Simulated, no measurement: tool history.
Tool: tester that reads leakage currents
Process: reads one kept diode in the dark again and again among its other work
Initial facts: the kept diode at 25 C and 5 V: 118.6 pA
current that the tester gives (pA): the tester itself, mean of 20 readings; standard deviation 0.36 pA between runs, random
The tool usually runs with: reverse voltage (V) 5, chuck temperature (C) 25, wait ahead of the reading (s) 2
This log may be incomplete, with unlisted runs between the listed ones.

run    hour  reverse voltage (V)  chuck temperature (C)  wait ahead of the reading (s)  current that the tester gives (pA)
  1       0                    5                     25                              2                              123.49
  2    60.3                    5                     25                              2                               123.7
  3     149                    5                     25                              2                              124.72
  4   231.1                    5                     25                              2                              124.81
  5   341.2                    5                     25                              2                              125.28
  6   389.5                    5                     25                              2                               126.2
  7   447.8                    5                     54                              2                             1520.43
  8   504.3                    5                     46                              2                              798.23
  9   613.5                    5                     46                              2                              804.34
 10   696.8                    5                     26                              2                              141.42
 11   771.3                    5                     26                              2                              141.14
 12   881.3                    5                     26                              2                              142.53
      893.5  -- probe card cleaned and baked
 13   987.9                    5                     26                           4.93                              143.69
 14  1034.4                    5                     26                           7.99                              144.75
 15  1110.7                    5                     25                              2                              132.71
 16  1219.2                14.93                     25                              2                              222.91
 17  1272.5                 5.99                     37                              3                              420.39
 18  1321.7                 16.8                     31                              3                              395.63
 19  1419.4                 1.98                     52                           0.77                              903.24
 20  1474.7                 4.12                     36                           0.77                               328.6
     1498.9  -- probe card cleaned and baked, once more
 21  1579.2                 4.12                     36                           0.77                              326.56
 22  1670.3                14.94                     21                              2                              144.67
 23  1769.9                 2.92                     21                           7.62                               71.26
 24  1836.1                 3.23                     31                           7.62                              190.31
 25  1902.8                 3.23                     31                           7.62                              190.97
 26  1967.5                 3.23                     31                           7.62                              191.44
 27  2013.5                 3.23                     31                           7.62                              191.27
 28  2071.2                 2.14                     34                              2                              210.87
 29  2172.1                 2.14                     34                              2                              210.61

Difference, measured minus no-hidden-state, one row per run. Run-to-run variation is common to both terms; the gauge's own scatter need not be:
Hidden state at play: stray current of the dirty probe card, pA a volt; current scale over the true one, %; true chuck temperature over the reading, C; drift of the gauge itself on leakage_pa, %.
run  current that the tester gives (pA)
  1                               +4.32
  2                                +4.8
  3                                +5.5
  4                               +6.12
  5                               +6.99
  6                               +7.33
  7                              +54.29
  8                              +32.64
  9                              +36.13
 10                              +10.25
 11                              +10.81
 12                              +11.73
 13                              +13.58
 14                              +14.06
 15                              +13.83
 16                              +31.26
 17                              +35.47
 18                              +46.76
 19                              +64.35
 20                              +29.87
 21                              +26.43
 22                              +14.13
 23                               +7.11
 24                              +18.04
 25                              +18.65
 26                              +19.27
 27                              +19.64
 28                              +21.51
 29                              +22.35

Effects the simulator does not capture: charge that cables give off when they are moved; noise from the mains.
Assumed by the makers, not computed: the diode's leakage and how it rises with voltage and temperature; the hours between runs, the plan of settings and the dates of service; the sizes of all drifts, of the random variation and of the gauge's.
